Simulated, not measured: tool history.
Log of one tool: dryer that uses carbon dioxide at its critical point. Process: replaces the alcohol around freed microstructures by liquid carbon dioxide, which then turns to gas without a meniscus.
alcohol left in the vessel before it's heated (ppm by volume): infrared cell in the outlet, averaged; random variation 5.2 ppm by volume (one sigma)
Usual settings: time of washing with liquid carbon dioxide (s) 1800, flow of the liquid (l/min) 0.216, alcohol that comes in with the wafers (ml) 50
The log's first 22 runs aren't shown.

run	day	time of washing with liquid carbon dioxide (s)	flow of the liquid (l/min)	alcohol that comes in with the wafers (ml)	alcohol left in the vessel before it's heated (ppm by volume)
23	9.704	1800	0.216	82	235
24	10.112	1800	0.216	82	232
25	10.671	2160	0.189	54	142
26	11.079	2160	0.189	54	145
27	11.417	2160	0.189	54	149
28	11.779	1740	0.151	50	1040
29	12.296	1680	0.257	50	99
30	12.854	1260	0.331	27	84
31	13.471	1260	0.331	27	81
32	14.017	1260	0.331	27	85
33	14.454	1200	0.238	75	1011
34	14.729	1200	0.238	75	1064
35	15.375	1200	0.238	75	1058
36	15.7	1200	0.238	75	1088
37	16.1	1200	0.238	75	1106
38	16.588	1620	0.202	71	637
39	17.038	2220	0.202	100	196
40	17.354	1680	0.293	118	117
41	17.883	1680	0.329	50	69
42	18.512	1680	0.329	50	72
43	19.029	1680	0.329	63	65
44	19.458	1680	0.329	63	73
45	20.038	1200	0.32	35	177
46	20.362	2100	0.32	37	59
47	20.892	2100	0.32	37	61

Forecast each of these 4 alternatives for the next run:
A	21.512	1740	0.216	21	?
B	21.512	2640	0.216	50	?
C	21.512	1620	0.158	118	?
D	21.512	1620	0.155	20	?

run	alcohol left in the vessel before it's heated (ppm by volume)
A	150
B	74
C	3475
D	698
Without the tool's hidden state the same runs would have given:
run	alcohol left in the vessel before it's heated (ppm by volume)
A	45
B	12
C	2091
D	403
